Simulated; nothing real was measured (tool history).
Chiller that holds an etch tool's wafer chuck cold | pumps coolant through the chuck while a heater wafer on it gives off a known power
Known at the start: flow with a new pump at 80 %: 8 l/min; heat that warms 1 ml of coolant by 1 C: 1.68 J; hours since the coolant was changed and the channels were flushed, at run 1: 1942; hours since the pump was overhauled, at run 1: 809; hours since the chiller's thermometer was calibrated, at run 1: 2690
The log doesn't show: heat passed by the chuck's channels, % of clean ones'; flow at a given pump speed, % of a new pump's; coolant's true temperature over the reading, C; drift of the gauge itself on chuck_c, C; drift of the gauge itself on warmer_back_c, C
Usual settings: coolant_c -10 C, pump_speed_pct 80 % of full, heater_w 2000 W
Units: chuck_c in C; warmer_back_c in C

run    hour  coolant_c  pump_speed_pct  heater_w  hours since the coolant was changed and the channels were flushed  hours since the pump was overhauled  hours since the chiller's thermometer was calibrated  chuck_c  warmer_back_c
  1       0        -10              80      2000                                                               1942                                  809                                                  2690     15.5           9.37
  2   123.5        -10              80      2000                                                               2065                                  932                                                  2814     15.4           9.34
  3   199.9        -10              80      2000                                                               2141                                 1009                                                  2890     15.7            9.4
  4   308.1        -10              76      2000                                                               2250                                 1117                                                  2998     16.7           9.85
  5   429.7        -10              76      2000                                                               2371                                 1239                                                  3120     16.9          10.05
  6   504.4        -10              76      2000                                                               2446                                 1313                                                  3195     17.1           9.99
      513.9  -- chiller's thermometer calibrated
  7   629.7        -18              76      2000                                                               2570                                 1438                                                   116      8.6          10.03
  8   710.7        -10              80      2000                                                               2651                                 1519                                                   197     15.8           9.54
  9   804.3        -10              80      2000                                                               2745                                 1612                                                   290     15.9           9.57
 10     913        -10              80      2000                                                               2853                                 1721                                                   399     16.1           9.64
 11  1048.8        -10              80      2000                                                               2989                                 1857                                                   535     16.2           9.58
 12  1128.9        -13              80      2000                                                               3069                                 1937                                                   615     13.4            9.7
 13  1261.9        -13              96      2000                                                               3202                                 2070                                                   748     10.9           8.18
 14  1347.6        -13              67      2000                                                               3288                                 2155                                                   834     16.9          11.55
 15  1405.2        -19              80      2000                                                               3346                                 2213                                                   891        8           9.86
 16  1536.2        -12              61      1498                                                               3477                                 2344                                                  1022     12.1           9.59
 17  1610.6         -2              80      1843                                                               3551                                 2419                                                  1097     23.1           9.12
 18  1672.7         -8              80      2000                                                               3613                                 2481                                                  1159     19.3           9.95
 19  1781.5         -8              80      2000                                                               3722                                 2589                                                  1268     19.3          10.02
 20  1843.6        -20              80      1283                                                               3784                                 2652                                                  1330     -2.4           6.44
 21  1959.1        -20              80      1283                                                               3900                                 2767                                                  1445     -2.1           6.52
     2037.9  -- coolant changed, channels flushed
 22  2037.9        -17              80      2000                                                                  0                                 2840                                                  1518      8.7          10.13
 23  2106.1         -2              79      1914                                                                 68                                 2908                                                  1586     23.1           9.85
 24    2214        -18              97      2921                                                                176                                 3016                                                  1694     15.5          12.28
 25  2280.8        -18              68      2921                                                                243                                 3083                                                  1761     24.3           17.5
 26  2365.7        -11              61      2000                                                                328                                 3168                                                  1846     20.2          13.45
 27  2463.6        -18              80      2105                                                                426                                 3265                                                  1944      9.8          10.93
 28  2583.4         -8              75      1304                                                                546                                 3385                                                  2063     10.1            7.2

How the hidden state differs across the entries between the runs, from the last listed run before each to the first after it:
Between runs 6 and 7: chiller's thermometer calibrated (hour 513.9)
  heat passed by the chuck's channels, % of clean ones': 94.3 -> 94.1; flow at a given pump speed, % of a new pump's: 94.4 -> 93.9; coolant's true temperature over the reading, C: 0.59 -> 0.07
  measured less the result without the state, chuck_c: +2.7 -> +2.3 C; warmer_back_c: +0.56 -> +0.6 C
Between runs 21 and 22: coolant changed, channels flushed (hour 2037.9)
  heat passed by the chuck's channels, % of clean ones': 91 -> 99.8; flow at a given pump speed, % of a new pump's: 88.6 -> 88.3; coolant's true temperature over the reading, C: 0.31 -> 0.32
  measured less the result without the state, chuck_c: +2.8 -> +2.3 C; warmer_back_c: +0.74 -> +1.18 C

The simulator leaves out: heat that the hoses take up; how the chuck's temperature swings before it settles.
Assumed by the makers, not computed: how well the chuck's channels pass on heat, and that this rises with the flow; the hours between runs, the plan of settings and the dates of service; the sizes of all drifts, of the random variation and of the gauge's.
